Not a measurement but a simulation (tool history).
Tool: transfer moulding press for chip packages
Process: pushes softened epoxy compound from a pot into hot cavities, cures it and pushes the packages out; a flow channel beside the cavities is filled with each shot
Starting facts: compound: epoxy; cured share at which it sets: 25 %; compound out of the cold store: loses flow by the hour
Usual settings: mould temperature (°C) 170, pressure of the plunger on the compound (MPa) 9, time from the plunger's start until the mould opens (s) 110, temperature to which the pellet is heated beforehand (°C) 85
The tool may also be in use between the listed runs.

run   hour  mould temperature (°C)  pressure of the plunger on the compound (MPa)  time from the plunger's start until the mould opens (s)  temperature to which the pellet is heated beforehand (°C)  incoming compound's hours out of the cold store  length that the compound runs in the flow channel (mm)  greatest force on the pins that push the packages out (N)
  1      0                     170                                              9                                                      110                                                         85                                             16.2                                                     699                                                        385
  2    7.7                     170                                              9                                                      110                                                         85                                             11.9                                                     722                                                        419
  3   12.7                     174                                              9                                                      110                                                         85                                             27.5                                                     644                                                        347
  4   19.9                     170                                              9                                                      110                                                         85                                             21.1                                                     679                                                        431
  5   26.2                     170                                              9                                                      110                                                         85                                               40                                                     604                                                        396
      28.8  -- cavities cleaned with cleaning compound and waxed
  6   37.4                     170                                              9                                                      110                                                         85                                               26                                                     656                                                        330
  7   42.6                     170                                              9                                                      110                                                         85                                             31.1                                                     638                                                        330
  8   50.3                     170                                              9                                                      110                                                         85                                             39.7                                                     600                                                        337
  9   57.5                     170                                              9                                                      110                                                         85                                             40.4                                                     596                                                        380
 10   62.5                     170                                              9                                                      110                                                         85                                             24.1                                                     663                                                        389
 11   73.3                     170                                              9                                                      110                                                         85                                             40.8                                                     598                                                        391
 12   82.3                     170                                              9                                                      110                                                         85                                             14.8                                                     702                                                        416
 13   90.5                     170                                              9                                                      110                                                         94                                             43.9                                                     579                                                        413
        93  -- cavities cleaned with cleaning compound and waxed
 14  101.5                     170                                            8.8                                                      110                                                         85                                               45                                                     573                                                        323
 15  108.8                     170                                              9                                                      137                                                         85                                             10.5                                                     721                                                        283
 16  118.6                     173                                              9                                                      110                                                         85                                             47.4                                                     565                                                        316
 17  126.1                     170                                              9                                                       92                                                         94                                             35.3                                                     612                                                        500
 18  134.5                     170                                              9                                                       92                                                         94                                               24                                                     658                                                        542
     137.4  -- mould's thermocouples calibrated
 19  141.2                     170                                              9                                                       92                                                         94                                             19.9                                                     674                                                        520
 20  151.9                     170                                           7.49                                                       92                                                         94                                             12.5                                                     646                                                        553
 21  156.9                     173                                              9                                                      137                                                         85                                             13.9                                                     692                                                        344
     159.3  -- cavities cleaned with cleaning compound and waxed
 22  164.1                     165                                              9                                                      137                                                         79                                             24.5                                                     666                                                        304
     171.2  -- mould's thermocouples calibrated, once more
 23  172.5                     168                                           9.97                                                      138                                                         95                                               39                                                     632                                                        300
 24  180.6                     170                                              9                                                      119                                                         90                                               42                                                     584                                                        317
 25  186.8                     174                                           7.35                                                      111                                                         91                                             17.8                                                     610                                                        334
 26  193.2                     168                                              9                                                      149                                                         85                                             25.8                                                     649                                                        326

Hidden state or all else? Some run-to-run changes of length that the compound runs in the flow channel (mm), split into what the settings, what came in and random variation would give without the hidden state, and what is left for the hidden state (with any gauge scatter that isn't in both results):
The tool's hidden condition here consists of: true mould temperature over the reading, C; pressure that reaches the compound, % of what is set; grip of the stained cavities, % over clean ones'; drift of the gauge itself on flow_mm, %; drift of the gauge itself on push_out_n, %.
Run 11 -> 12: no setting touched and nothing written in the log between the runs. length that the compound runs in the flow channel (mm) +104: hidden state -3, all else +107.
Run 14 -> 15: pressure of the plunger on the compound (MPa) 8.8 -> 9, time from the plunger's start until the mould opens (s) 110 -> 137. length that the compound runs in the flow channel (mm) +148: hidden state -3, all else +151.
Run 15 -> 16: mould temperature (°C) 170 -> 173, time from the plunger's start until the mould opens (s) 137 -> 110. length that the compound runs in the flow channel (mm) -156: hidden state +2, all else -158.

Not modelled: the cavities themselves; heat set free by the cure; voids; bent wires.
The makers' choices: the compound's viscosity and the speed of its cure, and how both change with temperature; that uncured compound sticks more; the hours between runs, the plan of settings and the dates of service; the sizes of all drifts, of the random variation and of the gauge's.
